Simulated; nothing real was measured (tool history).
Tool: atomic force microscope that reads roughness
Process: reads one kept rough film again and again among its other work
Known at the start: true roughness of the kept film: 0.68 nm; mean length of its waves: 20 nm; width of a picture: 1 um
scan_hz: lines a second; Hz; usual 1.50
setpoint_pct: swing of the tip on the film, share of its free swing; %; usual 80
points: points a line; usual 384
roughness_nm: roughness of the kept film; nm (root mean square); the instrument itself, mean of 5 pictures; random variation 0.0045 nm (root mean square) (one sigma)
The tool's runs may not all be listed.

run 1 hour=0.0 | scan_hz=1.50 setpoint_pct=80 points=384 | roughness_nm=0.450
run 2 hour=26.8 | scan_hz=1.50 setpoint_pct=80 points=384 | roughness_nm=0.434
-- hour=30.1 new tip fitted
run 3 hour=68.1 | scan_hz=1.18 setpoint_pct=80 points=384 | roughness_nm=0.544
run 4 hour=87.8 | scan_hz=1.18 setpoint_pct=80 points=384 | roughness_nm=0.536
-- hour=92.7 height scale calibrated on a step standard
run 5 hour=111.2 | scan_hz=1.18 setpoint_pct=80 points=384 | roughness_nm=0.530
run 6 hour=145.0 | scan_hz=1.18 setpoint_pct=80 points=384 | roughness_nm=0.514
-- hour=184.0 height scale calibrated on a step standard, once more
run 7 hour=187.6 | scan_hz=1.18 setpoint_pct=80 points=384 | roughness_nm=0.489
run 8 hour=207.7 | scan_hz=0.96 setpoint_pct=70 points=384 | roughness_nm=0.515
run 9 hour=237.0 | scan_hz=0.96 setpoint_pct=70 points=382 | roughness_nm=0.505
run 10 hour=268.0 | scan_hz=3.77 setpoint_pct=70 points=299 | roughness_nm=0.431
run 11 hour=302.2 | scan_hz=3.77 setpoint_pct=70 points=299 | roughness_nm=0.406

The next listed run, before its measurement:
-- hour=321.5 new tip fitted
run 12 hour=331.9 | scan_hz=3.77 setpoint_pct=70 points=744 | roughness_nm=?

Run 12 gave roughness_nm 0.513 nm (root mean square).
Without the tool's hidden state the same run would have given roughness_nm 0.518 nm (root mean square).
